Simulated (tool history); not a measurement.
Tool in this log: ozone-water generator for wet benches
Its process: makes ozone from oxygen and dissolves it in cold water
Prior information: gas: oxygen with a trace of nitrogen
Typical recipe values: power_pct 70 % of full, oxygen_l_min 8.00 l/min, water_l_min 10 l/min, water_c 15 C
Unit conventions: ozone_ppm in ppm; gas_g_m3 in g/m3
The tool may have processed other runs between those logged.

Run 1, hour 0.0: usual settings. Result: ozone_ppm 23.9 ppm, gas_g_m3 149.4 g/m3.
Run 2, hour 147.2: usual settings but water_c 16 C. Result: ozone_ppm 22.9 ppm, gas_g_m3 145.7 g/m3.
Run 3, hour 264.2: usual settings but water_c 16 C. Result: ozone_ppm 22.9 ppm, gas_g_m3 143.4 g/m3.
Run 4, hour 380.7: usual settings but water_c 16 C. Result: ozone_ppm 22.3 ppm, gas_g_m3 142.8 g/m3.
Run 5, hour 473.6: usual settings. Result: ozone_ppm 22.7 ppm, gas_g_m3 143.0 g/m3.
Run 6, hour 558.1: usual settings. Result: ozone_ppm 22.3 ppm, gas_g_m3 141.2 g/m3.
Run 7, hour 629.8: usual settings. Result: ozone_ppm 22.1 ppm, gas_g_m3 137.9 g/m3.
Run 8, hour 728.8: usual settings. Result: ozone_ppm 22.0 ppm, gas_g_m3 138.7 g/m3.
At hour 882.3: electrodes of the discharge changed.
Run 9, hour 892.6: usual settings but water_c 19 C. Result: ozone_ppm 29.7 ppm, gas_g_m3 205.8 g/m3.
Run 10, hour 1055.2: usual settings but water_c 19 C. Result: ozone_ppm 28.8 ppm, gas_g_m3 205.7 g/m3.
Run 11, hour 1129.3: usual settings but water_c 23 C. Result: ozone_ppm 26.4 ppm, gas_g_m3 202.4 g/m3.
Run 12, hour 1216.4: usual settings but water_c 23 C. Result: ozone_ppm 26.0 ppm, gas_g_m3 202.8 g/m3.
Run 13, hour 1356.7: usual settings but water_c 23 C. Result: ozone_ppm 25.3 ppm, gas_g_m3 201.8 g/m3.
Run 14, hour 1462.7: usual settings but oxygen_l_min 5.49 l/min, water_c 23 C. Result: ozone_ppm 25.5 ppm, gas_g_m3 223.0 g/m3.
Run 15, hour 1625.6: usual settings but oxygen_l_min 5.49 l/min, water_c 23 C. Result: ozone_ppm 25.2 ppm, gas_g_m3 223.9 g/m3.
Run 16, hour 1717.8: usual settings but oxygen_l_min 5.49 l/min, water_c 23 C. Result: ozone_ppm 24.8 ppm, gas_g_m3 222.8 g/m3.
Run 17, hour 1844.7: usual settings but oxygen_l_min 5.49 l/min, water_c 23 C. Result: ozone_ppm 24.8 ppm, gas_g_m3 218.8 g/m3.

Forecast run 18:
Run 18, hour 1997.7: usual settings but water_l_min 9 l/min. Result: ozone_ppm ?, gas_g_m3 ?.

Run 18 measured ozone_ppm 30.6 ppm, gas_g_m3 190.9 g/m3.
Had the tool carried no hidden state, the very same run would have given ozone_ppm 37.3 ppm, gas_g_m3 204.0 g/m3.

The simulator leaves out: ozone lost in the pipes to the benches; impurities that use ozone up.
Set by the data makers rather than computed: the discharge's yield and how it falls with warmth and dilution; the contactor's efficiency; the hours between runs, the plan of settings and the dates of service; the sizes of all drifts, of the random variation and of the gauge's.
